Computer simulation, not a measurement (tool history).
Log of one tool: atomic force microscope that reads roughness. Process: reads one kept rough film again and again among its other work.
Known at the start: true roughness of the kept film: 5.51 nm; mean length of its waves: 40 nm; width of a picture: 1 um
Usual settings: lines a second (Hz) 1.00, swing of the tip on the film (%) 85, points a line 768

| run | hour | lines a second (Hz) | swing of the tip on the film (%) | points a line | roughness of the kept film (nm (root mean square)) |
|---|---|---|---|---|---|
| 1 | 0.0 | 1.00 | 85 | 768 | 4.383 |
| 2 | 14.2 | 1.00 | 83 | 768 | 4.357 |
| 3 | 34.0 | 1.00 | 83 | 768 | 4.279 |
| 4 | 45.8 | 1.00 | 83 | 768 | 4.242 |
| 5 | 58.6 | 1.00 | 85 | 768 | 4.131 |
|  | 73.1 | new tip fitted |
| 6 | 74.0 | 1.00 | 85 | 768 | 4.605 |
| 7 | 92.9 | 0.96 | 67 | 361 | 4.826 |
| 8 | 105.2 | 0.83 | 85 | 768 | 4.510 |
| 9 | 121.4 | 0.84 | 71 | 669 | 4.671 |

Forecast run 10:
| 10 | 130.7 | 0.84 | 71 | 669 | ? |

Run 10 gave roughness of the kept film (nm (root mean square)) 4.598.
Without the tool's hidden state the same run would have given roughness of the kept film (nm (root mean square)) 4.893.

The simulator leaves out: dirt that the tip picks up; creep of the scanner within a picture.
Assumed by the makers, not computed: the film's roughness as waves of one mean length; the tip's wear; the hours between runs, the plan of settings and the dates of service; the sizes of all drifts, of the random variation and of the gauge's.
